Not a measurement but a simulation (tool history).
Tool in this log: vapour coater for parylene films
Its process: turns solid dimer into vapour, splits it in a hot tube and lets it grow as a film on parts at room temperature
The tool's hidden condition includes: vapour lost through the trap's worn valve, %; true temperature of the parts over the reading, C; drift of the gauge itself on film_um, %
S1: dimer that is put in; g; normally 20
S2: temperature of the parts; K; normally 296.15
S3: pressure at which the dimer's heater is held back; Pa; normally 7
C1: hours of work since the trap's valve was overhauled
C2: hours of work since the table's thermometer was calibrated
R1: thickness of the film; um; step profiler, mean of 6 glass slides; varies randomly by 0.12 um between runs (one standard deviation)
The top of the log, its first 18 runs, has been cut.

| run | day | S1 | S2 | S3 | C1 | C2 | R1 |
|---|---|---|---|---|---|---|---|
| 19 | 45.662 | 13 | 296.15 | 7 | 147 | 1645 | 9.83 |
| 20 | 48.196 | 10 | 296.15 | 2.86 | 181 | 1680 | 9.15 |
| 21 | 50.071 | 21 | 290.15 | 2.36 | 207 | 1706 | 21.38 |
| 22 | 51.996 | 20 | 291.15 | 6.18 | 233 | 1732 | 16.69 |
| 23 | 53.854 | 8 | 305.15 | 2.92 | 259 | 1757 | 6.17 |
| 24 | 57.05 | 16 | 302.15 | 2.33 | 302 | 1801 | 13.45 |
| 25 | 58.808 | 16 | 302.15 | 2.33 | 326 | 1825 | 13.5 |
| 26 | 60.612 | 8 | 302.15 | 5.07 | 351 | 1849 | 5.72 |
| 27 | 62.517 | 8 | 302.15 | 5.07 | 377 | 1875 | 5.73 |
| 28 | 65.738 | 8 | 302.15 | 5.07 | 421 | 1919 | 5.69 |
| 29 | 67.221 | 20 | 302.15 | 2.43 | 441 | 1939 | 16.34 |
| 30 | 70.521 | 20 | 302.15 | 2.43 | 486 | 1984 | 16.43 |
| 31 | 72.788 | 20 | 289.15 | 7 | 517 | 2015 | 16.44 |
|  | 74.312 | trap's valve overhauled |
| 32 | 76.204 | 11 | 293.15 | 2.51 | 26 | 2060 | 10.69 |
| 33 | 78.554 | 11 | 294.15 | 2.51 | 58 | 2092 | 10.59 |
| 34 | 80.379 | 11 | 294.15 | 2.51 | 83 | 2116 | 10.56 |
| 35 | 83.712 | 34 | 297.15 | 4.19 | 128 | 2162 | 28.5 |
| 36 | 85.45 | 16 | 296.15 | 3.59 | 152 | 2186 | 13.9 |
| 37 | 88.371 | 9 | 296.15 | 11.93 | 192 | 2225 | 6.22 |

Below are 4 alternative next runs, each starting from the tool's condition after run 37. Predict each:
| A | 90.308 | 9 | 296.15 | 6.07 | 218 | 2252 | ? |
| B | 90.308 | 19 | 291.15 | 11.69 | 218 | 2252 | ? |
| C | 90.308 | 9 | 297.15 | 11.93 | 218 | 2252 | ? |
| D | 90.308 | 20 | 296.15 | 3.57 | 218 | 2252 | ? |

| run | R1 |
|---|---|
| A | 7.03 |
| B | 14 |
| C | 6.16 |
| D | 17.32 |
What these runs would have given with no unlogged condition in the tool:
| run | R1 |
|---|---|
| A | 7.07 |
| B | 14.09 |
| C | 6.19 |
| D | 17.43 |
